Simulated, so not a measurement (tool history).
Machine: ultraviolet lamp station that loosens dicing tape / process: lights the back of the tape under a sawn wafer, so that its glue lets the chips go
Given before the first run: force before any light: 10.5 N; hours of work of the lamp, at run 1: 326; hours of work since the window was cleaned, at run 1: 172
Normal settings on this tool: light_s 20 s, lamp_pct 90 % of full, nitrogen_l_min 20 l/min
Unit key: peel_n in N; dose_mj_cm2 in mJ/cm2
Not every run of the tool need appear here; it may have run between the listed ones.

| run | hour | light_s | lamp_pct | nitrogen_l_min | hours of work of the lamp | hours of work since the window was cleaned | peel_n | dose_mj_cm2 |
|---|---|---|---|---|---|---|---|---|
| 1 | 0.0 | 20 | 90 | 20 | 326 | 172 | 0.867 | 278 |
| 2 | 16.9 | 20 | 90 | 20 | 335 | 181 | 0.851 | 269 |
| 3 | 41.6 | 20 | 90 | 20 | 348 | 194 | 0.867 | 273 |
| 4 | 57.0 | 20 | 90 | 39 | 356 | 202 | 0.521 | 272 |
| 5 | 68.6 | 20 | 90 | 20 | 362 | 208 | 0.870 | 271 |
|  | 71.2 | window cleaned of glue's vapour |
| 6 | 81.3 | 20 | 90 | 20 | 369 | 5 | 0.955 | 263 |
| 7 | 105.9 | 20 | 90 | 20 | 381 | 18 | 0.932 | 267 |
| 8 | 125.1 | 20 | 90 | 20 | 392 | 28 | 0.976 | 264 |
| 9 | 147.0 | 16 | 90 | 20 | 403 | 40 | 1.452 | 207 |
|  | 162.7 | window cleaned of glue's vapour, once more |
| 10 | 167.5 | 15 | 90 | 20 | 413 | 3 | 1.491 | 215 |
| 11 | 189.6 | 12 | 92 | 20 | 425 | 14 | 2.050 | 171 |
| 12 | 203.8 | 12 | 92 | 20 | 433 | 22 | 2.105 | 173 |
| 13 | 219.8 | 12 | 92 | 20 | 441 | 30 | 2.087 | 169 |
| 14 | 230.4 | 12 | 92 | 20 | 446 | 36 | 2.150 | 167 |
| 15 | 241.7 | 23 | 75 | 39 | 452 | 41 | 0.538 | 266 |
| 16 | 263.4 | 19 | 65 | 25 | 464 | 53 | 1.531 | 190 |
| 17 | 280.4 | 19 | 64 | 25 | 473 | 62 | 1.575 | 186 |
| 18 | 293.5 | 20 | 70 | 20 | 480 | 69 | 1.395 | 212 |

Each row is a separate what-if for the run after 18, all from the same tool condition, not one after another. Results?
| A | 305.7 | 15 | 84 | 10 | 486 | 75 | ? | ? |
| B | 305.7 | 20 | 70 | 11 | 486 | 75 | ? | ? |
| C | 305.7 | 16 | 86 | 20 | 486 | 75 | ? | ? |

| run | peel_n | dose_mj_cm2 |
|---|---|---|
| A | 2.635 | 191 |
| B | 2.140 | 211 |
| C | 1.466 | 207 |
The same runs, with their run-to-run variation unchanged, on a tool lacking any hidden condition would have given:
| run | peel_n | dose_mj_cm2 |
|---|---|---|
| A | 2.224 | 216 |
| B | 1.766 | 238 |
| C | 1.165 | 233 |

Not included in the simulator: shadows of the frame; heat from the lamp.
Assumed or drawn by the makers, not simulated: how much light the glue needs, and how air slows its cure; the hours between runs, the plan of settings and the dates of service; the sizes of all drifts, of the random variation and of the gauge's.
